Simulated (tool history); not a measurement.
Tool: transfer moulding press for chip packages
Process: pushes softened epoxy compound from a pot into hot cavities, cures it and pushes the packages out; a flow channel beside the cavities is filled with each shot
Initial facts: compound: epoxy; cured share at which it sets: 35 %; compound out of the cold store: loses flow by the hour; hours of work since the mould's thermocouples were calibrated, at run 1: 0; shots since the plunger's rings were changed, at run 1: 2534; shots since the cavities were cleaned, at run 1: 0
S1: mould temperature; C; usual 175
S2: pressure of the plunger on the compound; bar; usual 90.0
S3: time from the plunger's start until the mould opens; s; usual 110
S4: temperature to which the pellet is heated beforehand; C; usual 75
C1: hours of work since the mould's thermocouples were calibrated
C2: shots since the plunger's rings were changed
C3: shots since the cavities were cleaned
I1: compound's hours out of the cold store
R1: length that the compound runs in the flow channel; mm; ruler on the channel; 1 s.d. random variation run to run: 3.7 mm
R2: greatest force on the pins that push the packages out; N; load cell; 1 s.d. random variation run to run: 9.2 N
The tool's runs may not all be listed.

run    hour   S1     S2   S3  S4   C1    C2   C3    I1    R1   R2
  1     0.0  175   90.0  110  75    0  2534    0  40.7   868  436
       13.9  -- plunger's sealing rings changed
  2    93.1  175   90.0  110  75   57   761  871  21.5   959  737
      101.5  -- cavities cleaned with cleaning compound and waxed
  3   179.9  175   90.0  110  75  110  1582  754  34.3   900  713
      202.9  -- cavities cleaned with cleaning compound and waxed
  4   247.3  175   92.0  110  75  151  2215  427  19.7   963  640
      293.5  -- plunger's sealing rings changed
      305.4  -- cavities cleaned with cleaning compound and waxed
  5   316.1  173   90.0  110  75  191   203  103  27.6   945  512
  6   375.2  173   90.0  110  75  228   771  671  33.9   916  765
      406.0  -- cavities cleaned with cleaning compound and waxed
  7   413.8  175   84.1  110  75  251  1128   75  15.8   935  458
  8   465.9  175   90.0  110  75  284  1629  576  45.3   853  654
      511.0  -- cavities cleaned with cleaning compound and waxed
  9   512.0  175   90.0  110  75  312  2058    9  10.6   983  437
      532.0  -- mould's thermocouples calibrated
      578.1  -- plunger's sealing rings changed
 10   584.1  175   90.0  110  75   31    57  659  27.3   942  710
      616.1  -- cavities cleaned with cleaning compound and waxed
 11   662.7  175   90.0  110  75   79   799  448  12.7   991  659
      716.9  -- cavities cleaned with cleaning compound and waxed
 12   716.9  175   90.0  110  75  112  1306    0  42.9   872  416
 13   780.1  175   90.0  110  75  151  1913  607  32.9   904  683
      821.3  -- cavities cleaned with cleaning compound and waxed
 14   825.4  175   90.0  110  75  179  2335   40  16.7   959  456
      858.9  -- plunger's sealing rings changed
 15   890.1  175   83.7  126  75  217   300  637  47.2   838  666
      927.5  -- cavities cleaned with cleaning compound and waxed
 16   971.0  175   90.0  110  78  267  1064  418  44.1   869  629
     1026.4  -- cavities cleaned with cleaning compound and waxed
 17  1051.5  175   90.0   98  75  316  1824  241  16.3   960  629
     1066.6  -- mould's thermocouples calibrated
 18  1107.4  175   68.1  110  65   25  2342  759  32.8   778  725
     1130.7  -- cavities cleaned with cleaning compound and waxed
     1139.9  -- plunger's sealing rings changed
 19  1188.9  175  104.3  110  72   74   471  537  21.2  1032  670
     1238.8  -- cavities cleaned with cleaning compound and waxed
 20  1248.7  180   90.0  113  73  110  1031   95  27.8   907  452
 21  1292.7  175   90.0  130  67  138  1455  519  39.0   888  616
     1339.0  -- cavities cleaned with cleaning compound and waxed
 22  1359.0  175   92.4  125  83  178  2077  192   9.5  1005  496
     1421.8  -- plunger's sealing rings changed
 23  1437.8  175   92.4  125  83  226   154  926  24.0   963  719
     1446.1  -- cavities cleaned with cleaning compound and waxed
 24  1513.5  175   94.2  123  75  272   867  647  41.9   901  673
     1550.3  -- cavities cleaned with cleaning compound and waxed
 25  1579.7  175   98.7  110  82  312  1489  282  17.9  1010  587
     1603.9  -- mould's thermocouples calibrated
     1653.7  -- cavities cleaned with cleaning compound and waxed
 26  1670.4  175   76.2  112  70   41  2329  161  16.7   876  502
     1706.2  -- plunger's sealing rings changed
 27  1718.7  172   68.4  120  84   69   121  601  12.3   886  689
     1755.5  -- cavities cleaned with cleaning compound and waxed
 28  1783.5  172   68.4  120  84  109   730  270  41.4   781  565

Predict each of these 3 candidate next runs independently; none follows another, all start after run 28:
  A  1850.7  182  90.0  110  75  151  1376  916  33.5   ?   ?
  B  1850.7  178  71.5  138  75  151  1376  916  28.4   ?   ?
  C  1850.7  176  68.4  120  81  151  1376  916  23.9   ?   ?

run   R1   R2
  A  868  703
  B  805  698
  C  809  741
The same runs, with their run-to-run variation unchanged, on a tool lacking any hidden condition would have given:
run   R1   R2
  A  883  377
  B  819  376
  C  823  399
